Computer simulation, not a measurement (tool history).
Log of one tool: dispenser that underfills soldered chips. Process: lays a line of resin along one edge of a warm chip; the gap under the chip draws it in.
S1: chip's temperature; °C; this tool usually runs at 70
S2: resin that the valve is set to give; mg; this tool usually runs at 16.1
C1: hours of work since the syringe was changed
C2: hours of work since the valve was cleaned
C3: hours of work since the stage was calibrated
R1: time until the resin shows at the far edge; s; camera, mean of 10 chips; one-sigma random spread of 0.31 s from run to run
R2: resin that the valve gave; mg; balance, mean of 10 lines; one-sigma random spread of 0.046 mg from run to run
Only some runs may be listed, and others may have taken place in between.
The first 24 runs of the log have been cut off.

At day 10.225: new syringe of resin.
Run 25, day 10.712: usual settings but S1 56 °C, S2 17.1 mg; C1 8; C2 74; C3 185. Result: R1 24.9 s, R2 16.35 mg.
At day 10.783: new syringe of resin.
At day 11.346: new syringe of resin.
Run 26, day 11.346: usual settings but S1 56 °C, S2 17.1 mg; C1 0; C2 84; C3 196. Result: R1 15.4 s, R2 16.14 mg.
Run 27, day 11.842: usual settings but S1 56 °C, S2 17.1 mg; C1 8; C2 93; C3 204. Result: R1 24.6 s, R2 16.07 mg.
At day 11.925: new syringe of resin.
At day 12.196: dispensing valve cleaned and set on the balance.
Run 28, day 12.321: usual settings but S1 56 °C, S2 17.1 mg; C1 6; C2 2; C3 211. Result: R1 22.1 s, R2 17.12 mg.
At day 12.567: new syringe of resin.
Run 29, day 12.638: usual settings but S1 56 °C, S2 17.1 mg; C1 1; C2 7; C3 217. Result: R1 16.2 s, R2 16.92 mg.
Run 30, day 13.088: usual settings but S1 56 °C, S2 17.1 mg; C1 9; C2 15; C3 224. Result: R1 24.7 s, R2 16.99 mg.
At day 13.142: new syringe of resin.
Run 31, day 13.525: usual settings but S1 78 °C, S2 19.0 mg; C1 7; C2 22; C3 231. Result: R1 10.7 s, R2 18.81 mg.
At day 13.712: new syringe of resin.
Run 32, day 13.967: usual settings but S1 66 °C, S2 19.6 mg; C1 4; C2 30; C3 239. Result: R1 13.8 s, R2 19.30 mg.
At day 14.271: new syringe of resin.
Run 33, day 14.438: usual settings but S1 61 °C; C1 3; C2 38; C3 247. Result: R1 15.4 s, R2 15.75 mg.
At day 14.850: new syringe of resin.
Run 34, day 14.900: usual settings but S1 64 °C, S2 20.0 mg; C1 1; C2 45; C3 254. Result: R1 12.3 s, R2 19.46 mg.
At day 15.412: new syringe of resin.
Run 35, day 15.412: usual settings but S1 64 °C, S2 20.0 mg; C1 0; C2 54; C3 263. Result: R1 11.7 s, R2 19.33 mg.
At day 15.979: new syringe of resin.
Run 36, day 16.038: usual settings but S1 64 °C, S2 20.0 mg; C1 1; C2 64; C3 273. Result: R1 11.6 s, R2 19.17 mg.

Below are 3 alternative next runs, each starting from the tool's condition after run 36. Predict each:
Run A, day 16.467: usual settings but S2 20.5 mg; C1 8; C2 72; C3 281. Result: R1 ?, R2 ?.
Run B, day 16.467: usual settings but S1 63 °C; C1 8; C2 72; C3 281. Result: R1 ?, R2 ?.
Run C, day 16.467: usual settings but S1 72 °C, S2 14.5 mg; C1 8; C2 72; C3 281. Result: R1 ?, R2 ?.

run    R1     R2
  A  15.3  19.53
  B  19.5  15.43
  C  14.5  13.88
Stripped of hidden state, with their random variation kept, the same runs would have yielded:
run    R1     R2
  A   9.7  20.40
  B  12.3  16.12
  C   9.2  14.50

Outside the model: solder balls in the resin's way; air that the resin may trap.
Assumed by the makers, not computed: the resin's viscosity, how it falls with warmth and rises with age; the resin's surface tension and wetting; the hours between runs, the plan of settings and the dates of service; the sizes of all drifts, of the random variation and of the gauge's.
